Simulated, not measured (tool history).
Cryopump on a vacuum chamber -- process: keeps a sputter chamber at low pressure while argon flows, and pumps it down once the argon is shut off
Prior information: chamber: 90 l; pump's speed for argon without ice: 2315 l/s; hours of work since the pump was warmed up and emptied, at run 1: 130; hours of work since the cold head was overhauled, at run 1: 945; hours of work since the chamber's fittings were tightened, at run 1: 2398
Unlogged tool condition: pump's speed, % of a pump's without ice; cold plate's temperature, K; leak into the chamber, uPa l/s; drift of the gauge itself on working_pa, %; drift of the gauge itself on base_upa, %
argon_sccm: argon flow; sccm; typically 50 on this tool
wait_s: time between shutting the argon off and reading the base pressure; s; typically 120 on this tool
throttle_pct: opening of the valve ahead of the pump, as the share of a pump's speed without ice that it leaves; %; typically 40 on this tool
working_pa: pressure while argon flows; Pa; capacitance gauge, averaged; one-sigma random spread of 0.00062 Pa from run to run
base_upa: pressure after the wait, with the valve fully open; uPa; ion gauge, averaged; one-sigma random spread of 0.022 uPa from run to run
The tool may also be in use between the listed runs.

run,hour,argon_sccm,wait_s,throttle_pct,hours of work since the pump was warmed up and emptied,hours of work since the cold head was overhauled,hours of work since the chamber's fittings were tightened,working_pa,base_upa
1,0,50,120,40,130,945,2398,0.0943,1.2
2,27,50,120,40,154,969,2422,0.0961,1.23
3,53.3,50,120,40,177,993,2446,0.0949,1.18
4,81.7,50,120,40,202,1018,2471,0.0967,1.22
5,103.5,50,120,40,222,1037,2490,0.0971,1.23
6,144.8,50,120,40,258,1074,2527,0.0975,1.25
7,170.5,50,120,40,281,1097,2550,0.0994,1.27
8,211.3,50,120,40,318,1133,2586,0.0997,1.31
9,255.5,50,120,40,357,1173,2626,0.1004,1.32
# hour 272.3: pump warmed up, emptied and cooled again
10,309.6,50,120,40,33,1216,2669,0.0925,1.2
11,343.9,81,120,40,64,1247,2700,0.15,1.23
# hour 369: leaking fittings of the chamber tightened, without venting
12,394.4,50,120,40,107,1290,23,0.0946,0.65
13,422.6,21,120,40,132,1315,48,0.0401,0.68
14,450.7,21,120,40,157,1340,73,0.0405,0.66
15,494.8,50,81,40,196,1379,112,0.0955,0.88
16,529,22,81,40,227,1410,142,0.043,0.94
17,563.4,22,81,20,257,1440,173,0.0832,0.91
18,605.7,52,124,38,295,1478,210,0.1067,0.72
19,653.9,52,124,38,338,1521,253,0.108,0.73
20,681.9,77,124,47,363,1546,278,0.1351,0.72
# hour 691.2: pump warmed up, emptied and cooled again
21,730.5,37,47,18,35,1584,317,0.1523,1.48
22,770.2,50,96,29,70,1620,352,0.1276,0.87
23,808,50,72,17,104,1653,386,0.2164,1.05
24,830.3,25,74,17,124,1673,406,0.1089,1.01
25,876.9,50,120,57,165,1715,447,0.0684,0.77
26,921.6,50,22,28,205,1754,487,0.1355,2.95
27,957.2,35,42,24,237,1786,519,0.1105,1.66
28,991.3,35,42,24,267,1816,549,0.1103,1.7
29,1016.7,50,120,24,290,1839,572,0.1598,0.82
30,1050.4,46,120,24,319,1869,602,0.1482,0.82
31,1085.2,46,120,24,350,1900,633,0.1486,0.84
# hour 1110.9: pump warmed up, emptied and cooled again
32,1119.5,46,120,24,8,1926,659,0.1406,0.78
33,1145,46,120,24,30,1949,681,0.1406,0.76

Had the tool no unlogged condition, and each run kept its random variation, what would the results have been?
run,working_pa,base_upa
1,0.0906,0.62
2,0.0918,0.64
3,0.0901,0.59
4,0.0912,0.61
5,0.0911,0.58
6,0.0905,0.6
7,0.0916,0.6
8,0.091,0.61
9,0.0907,0.59
10,0.0909,0.6
11,0.1466,0.63
12,0.0915,0.6
13,0.0386,0.62
14,0.0388,0.59
15,0.0905,0.79
16,0.0405,0.84
17,0.0803,0.81
18,0.099,0.6
19,0.099,0.59
20,0.1206,0.57
21,0.1511,1.36
22,0.1252,0.75
23,0.2133,0.91
24,0.1072,0.87
25,0.0639,0.61
26,0.1301,2.77
27,0.1062,1.47
28,0.1055,1.5
29,0.1523,0.61
30,0.1406,0.59
31,0.1403,0.6
32,0.1396,0.6
33,0.1392,0.58

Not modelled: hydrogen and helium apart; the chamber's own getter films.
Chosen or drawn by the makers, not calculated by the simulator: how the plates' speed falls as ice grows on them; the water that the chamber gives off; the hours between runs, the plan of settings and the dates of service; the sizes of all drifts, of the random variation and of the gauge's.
